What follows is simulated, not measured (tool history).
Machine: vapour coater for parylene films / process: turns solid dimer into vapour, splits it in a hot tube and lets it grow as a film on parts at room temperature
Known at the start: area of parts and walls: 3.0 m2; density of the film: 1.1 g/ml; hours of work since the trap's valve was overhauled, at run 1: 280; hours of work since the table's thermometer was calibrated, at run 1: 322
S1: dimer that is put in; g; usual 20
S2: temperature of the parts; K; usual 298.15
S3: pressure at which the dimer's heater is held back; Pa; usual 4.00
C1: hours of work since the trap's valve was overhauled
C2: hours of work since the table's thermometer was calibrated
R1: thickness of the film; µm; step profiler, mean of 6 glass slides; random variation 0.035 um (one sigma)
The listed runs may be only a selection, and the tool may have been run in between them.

run 1 hour=0.0 | S1=20 S2=298.15 S3=4.00 | C1=280 C2=322 | R1=3.31
run 2 hour=8.3 | S1=20 S2=298.15 S3=4.00 | C1=285 C2=327 | R1=3.30
run 3 hour=17.2 | S1=20 S2=298.15 S3=4.00 | C1=290 C2=332 | R1=3.28
run 4 hour=26.8 | S1=20 S2=298.15 S3=4.00 | C1=295 C2=337 | R1=3.30
run 5 hour=35.9 | S1=20 S2=298.15 S3=4.00 | C1=300 C2=343 | R1=3.34
run 6 hour=43.9 | S1=20 S2=298.15 S3=4.00 | C1=305 C2=347 | R1=3.31
run 7 hour=54.5 | S1=20 S2=298.15 S3=4.00 | C1=311 C2=353 | R1=3.26
run 8 hour=66.5 | S1=20 S2=298.15 S3=4.00 | C1=318 C2=360 | R1=3.21
run 9 hour=79.6 | S1=20 S2=294.15 S3=4.00 | C1=325 C2=367 | R1=3.52
run 10 hour=89.1 | S1=20 S2=294.15 S3=4.00 | C1=331 C2=373 | R1=3.61
run 11 hour=100.5 | S1=20 S2=294.15 S3=4.00 | C1=337 C2=379 | R1=3.56
run 12 hour=109.5 | S1=20 S2=298.15 S3=4.00 | C1=342 C2=384 | R1=3.32
-- hour=111.5 table's thermometer calibrated
run 13 hour=116.8 | S1=10 S2=298.15 S3=4.00 | C1=346 C2=3 | R1=1.65
run 14 hour=123.6 | S1=10 S2=298.15 S3=4.00 | C1=350 C2=7 | R1=1.66
run 15 hour=138.1 | S1=17 S2=308.15 S3=4.00 | C1=358 C2=15 | R1=2.15
run 16 hour=144.7 | S1=17 S2=308.15 S3=4.00 | C1=362 C2=19 | R1=2.22
run 17 hour=151.5 | S1=12 S2=308.15 S3=4.00 | C1=365 C2=23 | R1=1.58
-- hour=156.3 table's thermometer calibrated, once more
run 18 hour=165.6 | S1=12 S2=308.15 S3=4.00 | C1=373 C2=5 | R1=1.52
run 19 hour=173.6 | S1=13 S2=306.15 S3=4.00 | C1=377 C2=10 | R1=1.76
run 20 hour=182.5 | S1=22 S2=306.15 S3=11.88 | C1=382 C2=15 | R1=2.76
run 21 hour=189.8 | S1=20 S2=298.15 S3=5.73 | C1=387 C2=19 | R1=3.17
run 22 hour=198.7 | S1=14 S2=292.15 S3=8.64 | C1=392 C2=24 | R1=2.41
run 23 hour=207.9 | S1=14 S2=309.15 S3=8.64 | C1=397 C2=29 | R1=1.65
run 24 hour=221.4 | S1=24 S2=303.15 S3=4.00 | C1=405 C2=37 | R1=3.42
run 25 hour=229.0 | S1=22 S2=291.15 S3=5.36 | C1=409 C2=41 | R1=4.01
run 26 hour=243.6 | S1=35 S2=294.15 S3=4.10 | C1=417 C2=50 | R1=6.11
run 27 hour=252.1 | S1=35 S2=294.15 S3=4.10 | C1=422 C2=54 | R1=6.18

Alternative continuations, all from the tool just after run 27; predict every row:
run A hour=259.2 | S1=12 S2=299.15 S3=10.56 | C1=426 C2=58 | R1=?
run B hour=259.2 | S1=11 S2=294.15 S3=4.10 | C1=426 C2=58 | R1=?
run C hour=259.2 | S1=9 S2=298.15 S3=8.93 | C1=426 C2=58 | R1=?

run=A R1=1.73
run=B R1=1.92
run=C R1=1.35
The same runs, with their run-to-run variation unchanged, on a tool lacking any hidden condition would have given:
run=A R1=1.92
run=B R1=2.12
run=C R1=1.50
